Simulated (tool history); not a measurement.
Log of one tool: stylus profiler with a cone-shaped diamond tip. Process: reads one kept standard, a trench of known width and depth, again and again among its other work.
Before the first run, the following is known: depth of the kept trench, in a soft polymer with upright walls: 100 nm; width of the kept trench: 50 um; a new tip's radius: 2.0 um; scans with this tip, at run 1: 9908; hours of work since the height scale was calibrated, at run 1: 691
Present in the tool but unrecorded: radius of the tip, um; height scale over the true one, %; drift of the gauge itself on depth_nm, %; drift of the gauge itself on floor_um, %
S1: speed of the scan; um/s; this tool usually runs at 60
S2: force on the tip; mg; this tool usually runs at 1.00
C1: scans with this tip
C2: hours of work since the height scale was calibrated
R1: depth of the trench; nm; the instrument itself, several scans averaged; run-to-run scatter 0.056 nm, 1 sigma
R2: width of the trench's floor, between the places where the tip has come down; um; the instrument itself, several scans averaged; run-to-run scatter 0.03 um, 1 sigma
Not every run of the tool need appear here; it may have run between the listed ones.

run 1 hour=0.0 | S1=60 S2=1.00 | C1=9908 C2=691 | R1=100.71 R2=48.01
run 2 hour=44.7 | S1=60 S2=1.00 | C1=10417 C2=726 | R1=100.65 R2=48.00
run 3 hour=94.2 | S1=60 S2=2.22 | C1=10981 C2=765 | R1=101.24 R2=48.14
run 4 hour=129.9 | S1=60 S2=2.22 | C1=11388 C2=794 | R1=101.15 R2=48.13
run 5 hour=161.7 | S1=60 S2=2.22 | C1=11751 C2=819 | R1=101.18 R2=48.12
run 6 hour=198.6 | S1=60 S2=0.73 | C1=12170 C2=848 | R1=100.60 R2=47.92
run 7 hour=237.5 | S1=60 S2=0.73 | C1=12614 C2=879 | R1=100.64 R2=47.90
run 8 hour=270.5 | S1=60 S2=0.73 | C1=12991 C2=906 | R1=100.67 R2=47.94
run 9 hour=302.4 | S1=60 S2=0.73 | C1=13354 C2=931 | R1=100.66 R2=47.83
run 10 hour=326.3 | S1=23 S2=0.73 | C1=13627 C2=950 | R1=100.68 R2=48.13
run 11 hour=354.1 | S1=23 S2=0.73 | C1=13943 C2=972 | R1=100.67 R2=48.14
run 12 hour=383.7 | S1=82 S2=1.00 | C1=14280 C2=995 | R1=100.78 R2=47.67
run 13 hour=430.2 | S1=60 S2=1.92 | C1=14811 C2=1032 | R1=101.19 R2=48.05
run 14 hour=470.5 | S1=22 S2=1.92 | C1=15270 C2=1064 | R1=101.20 R2=48.18
run 15 hour=509.3 | S1=60 S2=2.75 | C1=15711 C2=1095 | R1=101.41 R2=48.06
run 16 hour=556.3 | S1=60 S2=2.75 | C1=16248 C2=1133 | R1=101.29 R2=48.05
run 17 hour=580.0 | S1=60 S2=2.75 | C1=16518 C2=1151 | R1=101.37 R2=48.05
run 18 hour=631.6 | S1=60 S2=0.77 | C1=17106 C2=1192 | R1=100.84 R2=47.76
run 19 hour=659.9 | S1=96 S2=0.77 | C1=17428 C2=1215 | R1=100.74 R2=47.46
run 20 hour=710.7 | S1=60 S2=1.00 | C1=18007 C2=1255 | R1=100.78 R2=47.80
run 21 hour=745.5 | S1=60 S2=1.00 | C1=18404 C2=1283 | R1=100.91 R2=47.74
run 22 hour=767.3 | S1=50 S2=1.00 | C1=18652 C2=1300 | R1=100.89 R2=47.85
run 23 hour=815.0 | S1=60 S2=1.00 | C1=19196 C2=1338 | R1=100.95 R2=47.76
run 24 hour=848.5 | S1=60 S2=1.00 | C1=19577 C2=1365 | R1=100.89 R2=47.78
run 25 hour=894.2 | S1=60 S2=1.00 | C1=20098 C2=1401 | R1=100.87 R2=47.68
run 26 hour=944.8 | S1=48 S2=1.05 | C1=20675 C2=1441 | R1=100.94 R2=47.84
run 27 hour=996.6 | S1=85 S2=1.80 | C1=21266 C2=1482 | R1=101.22 R2=47.71
run 28 hour=1030.8 | S1=44 S2=2.32 | C1=21654 C2=1509 | R1=101.25 R2=47.95
run 29 hour=1055.0 | S1=77 S2=0.42 | C1=21931 C2=1529 | R1=100.59 R2=47.27
run 30 hour=1092.9 | S1=77 S2=0.42 | C1=22363 C2=1559 | R1=100.63 R2=47.26
run 31 hour=1114.0 | S1=30 S2=2.29 | C1=22604 C2=1576 | R1=101.36 R2=47.98
run 32 hour=1151.2 | S1=42 S2=0.39 | C1=23027 C2=1605 | R1=100.67 R2=47.62
run 33 hour=1175.3 | S1=61 S2=1.89 | C1=23301 C2=1624 | R1=101.23 R2=47.76
-- hour=1186.8 new tip fitted, height scale calibrated
run 34 hour=1209.2 | S1=93 S2=1.53 | C1=255 C2=18 | R1=100.88 R2=48.18
run 35 hour=1244.7 | S1=45 S2=0.49 | C1=660 C2=46 | R1=100.37 R2=48.25
run 36 hour=1271.2 | S1=45 S2=0.49 | C1=962 C2=67 | R1=100.40 R2=48.20
run 37 hour=1308.6 | S1=45 S2=0.49 | C1=1388 C2=97 | R1=100.24 R2=48.29
run 38 hour=1352.6 | S1=161 S2=1.11 | C1=1889 C2=132 | R1=100.61 R2=47.53
run 39 hour=1375.1 | S1=26 S2=0.55 | C1=2146 C2=150 | R1=100.42 R2=48.39
run 40 hour=1410.6 | S1=26 S2=0.55 | C1=2550 C2=178 | R1=100.41 R2=48.33
run 41 hour=1457.7 | S1=72 S2=0.47 | C1=3087 C2=215 | R1=100.38 R2=47.88
run 42 hour=1483.5 | S1=18 S2=0.34 | C1=3382 C2=236 | R1=100.35 R2=48.44
run 43 hour=1511.1 | S1=18 S2=0.34 | C1=3696 C2=258 | R1=100.35 R2=48.43
run 44 hour=1550.9 | S1=18 S2=0.34 | C1=4149 C2=289 | R1=100.36 R2=48.35
run 45 hour=1582.2 | S1=22 S2=0.58 | C1=4506 C2=314 | R1=100.52 R2=48.34
run 46 hour=1614.1 | S1=30 S2=2.85 | C1=4870 C2=339 | R1=101.30 R2=48.46
run 47 hour=1656.3 | S1=206 S2=1.95 | C1=5351 C2=373 | R1=101.03 R2=47.49

Branching from run 47: 3 alternative next runs. What would each branch give?
run A hour=1682.9 | S1=23 S2=1.03 | C1=5654 C2=394 | R1=? R2=?
run B hour=1682.9 | S1=211 S2=1.00 | C1=5654 C2=394 | R1=? R2=?
run C hour=1682.9 | S1=60 S2=0.57 | C1=5654 C2=394 | R1=? R2=?

run=A R1=100.70 R2=48.43
run=B R1=100.74 R2=47.02
run=C R1=100.51 R2=48.00
Take away the tool's hidden state, keep each run's random variation, and the runs would have read:
run=A R1=100.60 R2=48.64
run=B R1=100.65 R2=47.23
run=C R1=100.41 R2=48.21
